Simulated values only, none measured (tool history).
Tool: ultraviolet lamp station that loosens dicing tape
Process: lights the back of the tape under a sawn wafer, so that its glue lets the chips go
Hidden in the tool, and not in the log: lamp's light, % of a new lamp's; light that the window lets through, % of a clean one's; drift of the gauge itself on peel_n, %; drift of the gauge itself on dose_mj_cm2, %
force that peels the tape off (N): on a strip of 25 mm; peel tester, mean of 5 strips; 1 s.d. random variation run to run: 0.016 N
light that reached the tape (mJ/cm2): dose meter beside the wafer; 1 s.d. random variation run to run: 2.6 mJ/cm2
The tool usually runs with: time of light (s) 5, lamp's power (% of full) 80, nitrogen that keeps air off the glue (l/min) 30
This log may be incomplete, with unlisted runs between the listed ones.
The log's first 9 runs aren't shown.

run	hour	time of light (s)	lamp's power (% of full)	nitrogen that keeps air off the glue (l/min)	hours of work of the lamp	hours of work since the window was cleaned	force that peels the tape off (N)	light that reached the tape (mJ/cm2)
10	62.4	5	80	30	62	103	0.901	292
11	69.0	5	80	30	66	106	0.908	292
12	73.7	5	80	30	69	109	0.906	299
13	79.1	5	80	30	72	112	0.866	291
14	83.6	5	80	30	74	114	0.887	292
15	91.4	5	80	30	79	119	0.915	287
16	98.8	5	80	26	83	123	1.020	289
17	106.0	5	80	26	87	127	1.046	288
18	112.8	8	70	22	91	131	0.538	406
19	119.1	2	70	21	94	134	4.575	102
# hour 120.3: window cleaned of glue's vapour
20	124.5	2	70	21	97	2	4.746	97
21	133.6	2	70	21	102	8	4.556	99
22	138.1	7	80	54	105	10	0.280	393
23	146.7	7	80	54	110	15	0.273	389
24	154.9	2	96	59	114	19	2.537	133
25	159.8	7	79	11	117	22	1.176	383
# hour 163.5: window cleaned of glue's vapour, once more
26	169.7	7	79	11	122	4	0.956	416
27	176.2	4	86	30	126	7	1.223	260
28	183.8	4	64	27	130	11	2.081	190
29	191.6	5	80	47	135	16	0.638	303
30	201.5	5	80	47	140	21	0.619	297
31	208.1	3	69	25	144	25	2.850	155
32	213.9	2	62	10	147	28	5.695	97
33	219.5	5	74	14	150	32	1.854	273

Each row is a separate what-if for the run after 33, all from the same tool condition, not one after another. Results?
A	223.8	7	74	13	153	34	?	?
B	223.8	9	60	14	153	34	?	?
C	223.8	5	69	46	153	34	?	?
D	223.8	8	89	14	153	34	?	?
E	223.8	6	80	30	153	34	?	?

run	force that peels the tape off (N)	light that reached the tape (mJ/cm2)
A	0.975	384
B	0.831	396
C	0.927	258
D	0.420	526
E	0.569	355
With the hidden condition removed and each run's random variation left untouched, the same runs would have given:
run	force that peels the tape off (N)	light that reached the tape (mJ/cm2)
A	0.832	413
B	0.704	426
C	0.787	277
D	0.343	565
E	0.470	381
